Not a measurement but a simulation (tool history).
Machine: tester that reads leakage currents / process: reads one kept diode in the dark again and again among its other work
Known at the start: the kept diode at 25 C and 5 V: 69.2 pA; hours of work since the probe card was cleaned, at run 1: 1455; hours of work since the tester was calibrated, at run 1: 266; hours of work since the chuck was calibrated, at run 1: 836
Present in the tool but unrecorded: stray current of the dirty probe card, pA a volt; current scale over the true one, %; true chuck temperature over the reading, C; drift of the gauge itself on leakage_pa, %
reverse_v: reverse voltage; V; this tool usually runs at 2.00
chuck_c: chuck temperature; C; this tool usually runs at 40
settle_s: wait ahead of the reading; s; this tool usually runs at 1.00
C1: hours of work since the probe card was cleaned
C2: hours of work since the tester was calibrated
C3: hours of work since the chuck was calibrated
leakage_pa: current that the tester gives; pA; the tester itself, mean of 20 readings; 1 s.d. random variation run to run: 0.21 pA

Run 1, hour 0.0: usual settings; C1 1455; C2 266; C3 836. Result: leakage_pa 118.45 pA.
Run 2, hour 38.8: usual settings; C1 1471; C2 283; C3 853. Result: leakage_pa 118.36 pA.
Run 3, hour 72.9: usual settings but chuck_c 24 C; C1 1486; C2 298; C3 868. Result: leakage_pa 40.04 pA.
Run 4, hour 101.5: usual settings but chuck_c 24 C; C1 1499; C2 310; C3 880. Result: leakage_pa 39.62 pA.
Run 5, hour 139.0: usual settings but settle_s 1.48 s; C1 1515; C2 326; C3 896. Result: leakage_pa 118.01 pA.
Run 6, hour 177.9: usual settings but reverse_v 2.13 V; C1 1532; C2 343; C3 913. Result: leakage_pa 122.48 pA.
Run 7, hour 198.0: usual settings but reverse_v 2.13 V; C1 1540; C2 352; C3 922. Result: leakage_pa 122.39 pA.
Run 8, hour 215.2: usual settings but reverse_v 2.13 V; C1 1548; C2 359; C3 929. Result: leakage_pa 122.36 pA.
Run 9, hour 240.3: usual settings but reverse_v 2.13 V, chuck_c 39 C; C1 1559; C2 370; C3 940. Result: leakage_pa 114.46 pA.
Run 10, hour 257.7: usual settings but settle_s 8.85 s; C1 1566; C2 378; C3 948. Result: leakage_pa 117.28 pA.
Run 11, hour 286.1: usual settings but settle_s 8.85 s; C1 1579; C2 390; C3 960. Result: leakage_pa 117.62 pA.
At hour 299.1: probe card cleaned and baked.
Run 12, hour 327.3: usual settings but settle_s 2.72 s; C1 12; C2 406; C3 976. Result: leakage_pa 117.73 pA.
Run 13, hour 349.2: usual settings; C1 22; C2 416; C3 986. Result: leakage_pa 118.09 pA.
Run 14, hour 380.3: usual settings; C1 35; C2 429; C3 999. Result: leakage_pa 117.81 pA.
Run 15, hour 398.2: usual settings; C1 43; C2 437; C3 1007. Result: leakage_pa 118.09 pA.
Run 16, hour 429.6: usual settings; C1 57; C2 451; C3 1021. Result: leakage_pa 118.00 pA.
Run 17, hour 447.7: usual settings; C1 64; C2 459; C3 1028. Result: leakage_pa 118.24 pA.
Run 18, hour 472.7: usual settings; C1 75; C2 469; C3 1039. Result: leakage_pa 118.21 pA.
Run 19, hour 507.4: usual settings but settle_s 1.06 s; C1 90; C2 484; C3 1054. Result: leakage_pa 117.71 pA.
Run 20, hour 526.3: usual settings but settle_s 1.06 s; C1 98; C2 493; C3 1063. Result: leakage_pa 117.98 pA.
Run 21, hour 558.8: usual settings but reverse_v 7.28 V, chuck_c 54 C, settle_s 4.33 s; C1 112; C2 507; C3 1077. Result: leakage_pa 572.88 pA.
Run 22, hour 599.7: usual settings but reverse_v 9.57 V, chuck_c 23 C, settle_s 9.82 s; C1 130; C2 524; C3 1094. Result: leakage_pa 85.81 pA.
Run 23, hour 639.0: usual settings but reverse_v 2.15 V, chuck_c 23 C, settle_s 2.48 s; C1 147; C2 541; C3 1111. Result: leakage_pa 38.05 pA.
Run 24, hour 658.9: usual settings but reverse_v 4.35 V, chuck_c 23 C, settle_s 0.45 s; C1 156; C2 550; C3 1120. Result: leakage_pa 58.96 pA.
Run 25, hour 685.4: usual settings but reverse_v 4.35 V, chuck_c 29 C, settle_s 0.45 s; C1 167; C2 561; C3 1131. Result: leakage_pa 88.70 pA.
Run 26, hour 720.0: usual settings but reverse_v 1.39 V, chuck_c 41 C, settle_s 3.93 s; C1 182; C2 576; C3 1146. Result: leakage_pa 102.75 pA.
Run 27, hour 741.9: usual settings but reverse_v 2.74 V, chuck_c 41 C, settle_s 0.82 s; C1 192; C2 586; C3 1156. Result: leakage_pa 150.01 pA.
Run 28, hour 768.1: usual settings but reverse_v 2.74 V, chuck_c 41 C, settle_s 0.82 s; C1 203; C2 597; C3 1167. Result: leakage_pa 150.48 pA.
Run 29, hour 806.3: usual settings but reverse_v 3.72 V, chuck_c 21 C, settle_s 0.39 s; C1 220; C2 614; C3 1184. Result: leakage_pa 47.47 pA.
Run 30, hour 824.2: usual settings but reverse_v 3.72 V, chuck_c 21 C, settle_s 0.39 s; C1 227; C2 622; C3 1191. Result: leakage_pa 47.48 pA.
Run 31, hour 856.2: usual settings but reverse_v 1.66 V; C1 241; C2 635; C3 1205. Result: leakage_pa 106.89 pA.
Run 32, hour 881.9: usual settings but reverse_v 1.66 V; C1 252; C2 647; C3 1216. Result: leakage_pa 106.91 pA.
Run 33, hour 915.0: usual settings but chuck_c 45 C, settle_s 6.71 s; C1 267; C2 661; C3 1231. Result: leakage_pa 162.30 pA.
Run 34, hour 932.6: usual settings but chuck_c 45 C, settle_s 6.71 s; C1 274; C2 668; C3 1238. Result: leakage_pa 161.57 pA.
Run 35, hour 955.8: usual settings but chuck_c 45 C, settle_s 6.71 s; C1 284; C2 679; C3 1248. Result: leakage_pa 161.80 pA.
Run 36, hour 974.5: usual settings but chuck_c 45 C, settle_s 6.71 s; C1 292; C2 687; C3 1257. Result: leakage_pa 161.99 pA.
Run 37, hour 996.8: usual settings but chuck_c 25 C, settle_s 1.15 s; C1 302; C2 696; C3 1266. Result: leakage_pa 42.40 pA.
Run 38, hour 1027.8: usual settings but chuck_c 25 C, settle_s 1.15 s; C1 316; C2 710; C3 1280. Result: leakage_pa 42.56 pA.
Run 39, hour 1046.8: usual settings but reverse_v 1.15 V, chuck_c 44 C, settle_s 1.03 s; C1 324; C2 718; C3 1288. Result: leakage_pa 112.34 pA.

What if the next run were any one of these 4? Each begins from the tool's condition after run 39:
Run A, hour 1084.2: usual settings but reverse_v 1.52 V, chuck_c 41 C, settle_s 0.59 s; C1 340; C2 734; C3 1304. Result: leakage_pa ?.
Run B, hour 1084.2: usual settings but reverse_v 1.15 V, chuck_c 44 C, settle_s 3.91 s; C1 340; C2 734; C3 1304. Result: leakage_pa ?.
Run C, hour 1084.2: usual settings but reverse_v 1.15 V, chuck_c 44 C, settle_s 0.40 s; C1 340; C2 734; C3 1304. Result: leakage_pa ?.
Run D, hour 1084.2: usual settings but reverse_v 16.83 V, chuck_c 49 C, settle_s 1.42 s; C1 340; C2 734; C3 1304. Result: leakage_pa ?.

run  leakage_pa
  A      108.74
  B      112.01
  C      112.90
  D      674.67
Stripped of hidden state, with their random variation kept, the same runs would have yielded:
run  leakage_pa
  A      108.83
  B      112.10
  C      112.99
  D      675.13

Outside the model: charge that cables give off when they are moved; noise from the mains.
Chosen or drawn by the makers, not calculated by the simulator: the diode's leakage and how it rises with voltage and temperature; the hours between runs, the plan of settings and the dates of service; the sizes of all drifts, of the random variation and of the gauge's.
